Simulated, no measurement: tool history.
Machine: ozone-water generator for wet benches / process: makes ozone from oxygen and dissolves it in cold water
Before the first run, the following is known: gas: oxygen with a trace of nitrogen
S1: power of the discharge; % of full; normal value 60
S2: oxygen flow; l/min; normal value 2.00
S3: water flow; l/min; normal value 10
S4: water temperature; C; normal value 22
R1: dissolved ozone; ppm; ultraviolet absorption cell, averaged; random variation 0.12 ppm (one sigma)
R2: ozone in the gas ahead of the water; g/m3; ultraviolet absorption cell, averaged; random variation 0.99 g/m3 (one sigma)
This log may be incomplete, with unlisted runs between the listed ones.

{"run": 1, "day": 0.0, "S1": 60, "S2": 2.0, "S3": 10, "S4": 22, "R1": 11.9, "R2": 166.8}
{"run": 2, "day": 2.404, "S1": 60, "S2": 2.0, "S3": 7, "S4": 22, "R1": 16.1, "R2": 168.2}
{"run": 3, "day": 4.65, "S1": 76, "S2": 2.0, "S3": 10, "S4": 22, "R1": 14.4, "R2": 210.1}
{"run": 4, "day": 6.608, "S1": 60, "S2": 1.69, "S3": 10, "S4": 22, "R1": 11.1, "R2": 176.9}
{"run": 5, "day": 9.008, "S1": 60, "S2": 1.69, "S3": 10, "S4": 22, "R1": 11.0, "R2": 178.4}
{"run": 6, "day": 11.212, "S1": 60, "S2": 2.0, "S3": 10, "S4": 22, "R1": 11.6, "R2": 166.9}
{"run": 7, "day": 13.033, "S1": 60, "S2": 1.48, "S3": 10, "S4": 22, "R1": 10.8, "R2": 184.3}
{"run": 8, "day": 15.571, "S1": 60, "S2": 1.48, "S3": 10, "S4": 22, "R1": 10.5, "R2": 184.3}
{"run": 9, "day": 17.942, "S1": 60, "S2": 1.48, "S3": 10, "S4": 22, "R1": 10.7, "R2": 184.5}
{"run": 10, "day": 20.471, "S1": 60, "S2": 2.0, "S3": 10, "S4": 22, "R1": 11.3, "R2": 165.4}
{"run": 11, "day": 22.454, "S1": 60, "S2": 2.0, "S3": 10, "S4": 22, "R1": 11.2, "R2": 167.1}
{"run": 12, "day": 24.338, "S1": 60, "S2": 2.0, "S3": 10, "S4": 22, "R1": 11.5, "R2": 165.7}
{"run": 13, "day": 26.446, "S1": 60, "S2": 2.0, "S3": 10, "S4": 22, "R1": 11.4, "R2": 167.3}
{"run": 14, "day": 28.054, "S1": 60, "S2": 2.0, "S3": 10, "S4": 22, "R1": 11.3, "R2": 166.0}
{"run": 15, "day": 29.508, "S1": 60, "S2": 2.0, "S3": 10, "S4": 22, "R1": 11.3, "R2": 166.0}
{"run": 16, "day": 31.121, "S1": 60, "S2": 2.0, "S3": 10, "S4": 22, "R1": 11.2, "R2": 166.5}
{"run": 17, "day": 33.454, "S1": 60, "S2": 2.0, "S3": 10, "S4": 22, "R1": 11.1, "R2": 165.9}
{"run": 18, "day": 35.3, "S1": 60, "S2": 1.42, "S3": 13, "S4": 20, "R1": 7.8, "R2": 187.7}
{"run": 19, "day": 37.25, "S1": 78, "S2": 2.98, "S3": 13, "S4": 20, "R1": 12.6, "R2": 181.2}
{"day": 37.612, "done": "contactor cleaned"}
{"run": 20, "day": 39.45, "S1": 78, "S2": 2.98, "S3": 13, "S4": 20, "R1": 12.4, "R2": 182.0}
{"run": 21, "day": 41.862, "S1": 78, "S2": 2.98, "S3": 13, "S4": 14, "R1": 13.2, "R2": 182.7}
{"run": 22, "day": 43.396, "S1": 60, "S2": 1.39, "S3": 10, "S4": 22, "R1": 10.4, "R2": 188.5}
{"run": 23, "day": 45.475, "S1": 59, "S2": 2.0, "S3": 10, "S4": 28, "R1": 10.1, "R2": 161.6}
{"run": 24, "day": 47.429, "S1": 60, "S2": 2.0, "S3": 7, "S4": 26, "R1": 14.6, "R2": 163.9}
{"run": 25, "day": 48.458, "S1": 60, "S2": 2.0, "S3": 7, "S4": 26, "R1": 14.6, "R2": 165.5}
{"run": 26, "day": 49.738, "S1": 60, "S2": 2.0, "S3": 12, "S4": 26, "R1": 8.9, "R2": 164.2}
{"day": 50.533, "done": "contactor cleaned, once more"}
{"run": 27, "day": 50.962, "S1": 60, "S2": 2.0, "S3": 12, "S4": 26, "R1": 9.2, "R2": 164.2}
{"run": 28, "day": 53.058, "S1": 60, "S2": 2.0, "S3": 12, "S4": 26, "R1": 9.1, "R2": 163.6}
{"run": 29, "day": 54.096, "S1": 44, "S2": 1.49, "S3": 6, "S4": 20, "R1": 13.7, "R2": 137.3}
{"run": 30, "day": 56.592, "S1": 44, "S2": 1.49, "S3": 6, "S4": 20, "R1": 13.3, "R2": 138.5}
{"run": 31, "day": 57.654, "S1": 60, "S2": 2.0, "S3": 9, "S4": 22, "R1": 12.6, "R2": 163.6}
{"run": 32, "day": 59.771, "S1": 40, "S2": 3.13, "S3": 10, "S4": 22, "R1": 8.7, "R2": 96.6}
{"run": 33, "day": 61.046, "S1": 60, "S2": 1.84, "S3": 7, "S4": 23, "R1": 15.5, "R2": 168.1}
{"run": 34, "day": 62.4, "S1": 60, "S2": 1.84, "S3": 7, "S4": 23, "R1": 15.4, "R2": 167.5}

What if the next run were any one of these 3? Each begins from the tool's condition after run 34:
{"run": "A", "day": 64.3, "S1": 60, "S2": 1.61, "S3": 16, "S4": 22, "R1": "?", "R2": "?"}
{"run": "B", "day": 64.3, "S1": 60, "S2": 2.42, "S3": 10, "S4": 27, "R1": "?", "R2": "?"}
{"run": "C", "day": 64.3, "S1": 60, "S2": 2.15, "S3": 12, "S4": 15, "R1": "?", "R2": "?"}

run=A R1=6.7 R2=174.7
run=B R1=11.1 R2=151.5
run=C R1=10.5 R2=159.7
Without the tool's unlogged condition, the same runs would have read:
run=A R1=7.0 R2=183.2
run=B R1=11.7 R2=158.9
run=C R1=11.1 R2=167.5
